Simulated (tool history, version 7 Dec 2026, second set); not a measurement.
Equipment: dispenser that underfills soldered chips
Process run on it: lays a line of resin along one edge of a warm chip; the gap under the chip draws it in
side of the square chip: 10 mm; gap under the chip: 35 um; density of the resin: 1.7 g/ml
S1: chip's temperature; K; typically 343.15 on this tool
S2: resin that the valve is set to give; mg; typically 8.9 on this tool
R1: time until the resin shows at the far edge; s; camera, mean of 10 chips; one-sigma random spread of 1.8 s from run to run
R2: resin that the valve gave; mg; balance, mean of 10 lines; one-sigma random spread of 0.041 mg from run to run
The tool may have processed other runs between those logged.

{"run": 1, "hour": 0.0, "S1": 343.15, "S2": 8.9, "R1": 231.2, "R2": 8.56}
{"run": 2, "hour": 5.7, "S1": 343.15, "S2": 8.9, "R1": 317.7, "R2": 8.49}
{"hour": 6.8, "done": "new syringe of resin"}
{"run": 3, "hour": 10.9, "S1": 343.15, "S2": 8.9, "R1": 220.6, "R2": 8.46}
{"run": 4, "hour": 17.1, "S1": 339.15, "S2": 8.9, "R1": 353.6, "R2": 8.45}
{"hour": 18.3, "done": "new syringe of resin"}
{"run": 5, "hour": 22.6, "S1": 343.15, "S2": 8.9, "R1": 219.2, "R2": 8.45}
{"run": 6, "hour": 27.7, "S1": 343.15, "S2": 8.9, "R1": 293.3, "R2": 8.34}
{"hour": 29.8, "done": "new syringe of resin"}
{"run": 7, "hour": 31.8, "S1": 343.15, "S2": 8.9, "R1": 196.1, "R2": 8.42}
{"run": 8, "hour": 37.7, "S1": 343.15, "S2": 8.9, "R1": 270.5, "R2": 8.34}
{"hour": 41.1, "done": "new syringe of resin"}
{"run": 9, "hour": 42.6, "S1": 332.15, "S2": 8.9, "R1": 282.7, "R2": 8.34}
{"run": 10, "hour": 49.6, "S1": 356.15, "S2": 8.76, "R1": 190.7, "R2": 8.13}
{"hour": 52.4, "done": "new syringe of resin"}
{"run": 11, "hour": 57.0, "S1": 356.15, "S2": 8.76, "R1": 152.4, "R2": 8.09}
{"run": 12, "hour": 62.2, "S1": 330.15, "S2": 9.52, "R1": 460.6, "R2": 8.69}
{"hour": 63.8, "done": "new syringe of resin"}
{"run": 13, "hour": 65.6, "S1": 330.15, "S2": 9.52, "R1": 299.1, "R2": 8.74}
{"run": 14, "hour": 69.4, "S1": 330.15, "S2": 9.52, "R1": 369, "R2": 8.78}
{"run": 15, "hour": 74.6, "S1": 355.15, "S2": 9.33, "R1": 219.4, "R2": 8.48}
{"hour": 75.6, "done": "new syringe of resin"}
{"hour": 79.4, "done": "dispensing valve cleaned and set on the balance"}
{"run": 16, "hour": 82.4, "S1": 344.15, "S2": 9.76, "R1": 232.9, "R2": 9.7}

4 ways to go on from here, each from the tool as it stands after run 16. What would each give?
{"run": "A", "hour": 87.2, "S1": 343.15, "S2": 10.15, "R1": "?", "R2": "?"}
{"run": "B", "hour": 87.2, "S1": 331.15, "S2": 8.47, "R1": "?", "R2": "?"}
{"run": "C", "hour": 87.2, "S1": 352.15, "S2": 8.66, "R1": "?", "R2": "?"}
{"run": "D", "hour": 87.2, "S1": 332.15, "S2": 10.68, "R1": "?", "R2": "?"}

run=A R1=307.1 R2=10.03
run=B R1=464.9 R2=8.45
run=C R1=235.2 R2=8.56
run=D R1=440.2 R2=10.61
With no hidden state in the tool, these same runs would have given:
run=A R1=172.9 R2=10.1
run=B R1=261.4 R2=8.51
run=C R1=132.4 R2=8.62
run=D R1=247.6 R2=10.68
